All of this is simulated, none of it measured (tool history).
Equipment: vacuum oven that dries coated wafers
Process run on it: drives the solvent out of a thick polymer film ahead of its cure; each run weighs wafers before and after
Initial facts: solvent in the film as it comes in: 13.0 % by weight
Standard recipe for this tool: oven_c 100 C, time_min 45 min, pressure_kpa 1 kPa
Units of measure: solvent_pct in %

| run | hour | oven_c | time_min | pressure_kpa | solvent_pct |
|---|---|---|---|---|---|
| 1 | 0 | 100 | 45 | 1 | 2.83 |
| 2 | 11.2 | 100 | 45 | 1 | 2.93 |
| 3 | 18.4 | 100 | 45 | 2.48 | 4.19 |
| 4 | 30.1 | 100 | 25 | 1 | 5 |
| 5 | 46.3 | 100 | 25 | 1 | 5.02 |
| 6 | 62.6 | 100 | 45 | 1 | 2.88 |
| 7 | 78.8 | 100 | 45 | 1 | 2.84 |
| 8 | 87.8 | 100 | 45 | 1 | 3.02 |
| 9 | 103.1 | 100 | 45 | 1 | 2.9 |
| 10 | 115.5 | 100 | 45 | 1 | 2.93 |
| 11 | 130.7 | 100 | 45 | 0.97 | 2.94 |
| 12 | 143.4 | 100 | 45 | 0.97 | 2.94 |
| 13 | 155.7 | 100 | 35 | 0.97 | 3.72 |
| 14 | 167.5 | 100 | 35 | 0.97 | 3.7 |
| 15 | 176.6 | 107 | 45 | 1 | 2.1 |
| 16 | 184.9 | 100 | 57 | 1 | 2.29 |
| 17 | 192.7 | 100 | 57 | 1 | 2.28 |
| 18 | 206.3 | 85 | 59 | 2.17 | 6.22 |
| 19 | 216.1 | 94 | 26 | 2.88 | 7.25 |
| 20 | 232.2 | 94 | 26 | 2.88 | 7.24 |
| 21 | 248.6 | 94 | 26 | 2.88 | 7.32 |
| 22 | 262 | 105 | 45 | 1.25 | 2.55 |
| 23 | 275.9 | 105 | 45 | 1.25 | 2.56 |
| 24 | 283.3 | 107 | 36 | 0.92 | 2.66 |
| 25 | 295.3 | 100 | 36 | 1 | 3.7 |
| 26 | 302.9 | 111 | 77 | 0.52 | 0.63 |
| 27 | 309.7 | 111 | 77 | 0.52 | 0.6 |
| 28 | 325.6 | 110 | 77 | 0.52 | 0.63 |
| 29 | 342.2 | 110 | 77 | 0.52 | 0.67 |
| 30 | 354.7 | 96 | 35 | 0.52 | 4.03 |
| 31 | 367.9 | 111 | 33 | 2.01 | 3.03 |
| 32 | 375.9 | 97 | 78 | 2.01 | 3.3 |
| 33 | 390.5 | 97 | 78 | 0.96 | 1.94 |
| 34 | 398.4 | 97 | 78 | 0.96 | 1.99 |

Below are 3 alternative next runs, each starting from the tool's condition after run 34. Predict each:
| A | 407.9 | 90 | 27 | 0.76 | ? |
| B | 407.9 | 91 | 45 | 1 | ? |
| C | 407.9 | 97 | 26 | 2.58 | ? |

| run | solvent_pct |
|---|---|
| A | 6.05 |
| B | 4.52 |
| C | 6.68 |
With no hidden state in the tool, these same runs would have given:
| run | solvent_pct |
|---|---|
| A | 5.82 |
| B | 4.25 |
| C | 6.43 |

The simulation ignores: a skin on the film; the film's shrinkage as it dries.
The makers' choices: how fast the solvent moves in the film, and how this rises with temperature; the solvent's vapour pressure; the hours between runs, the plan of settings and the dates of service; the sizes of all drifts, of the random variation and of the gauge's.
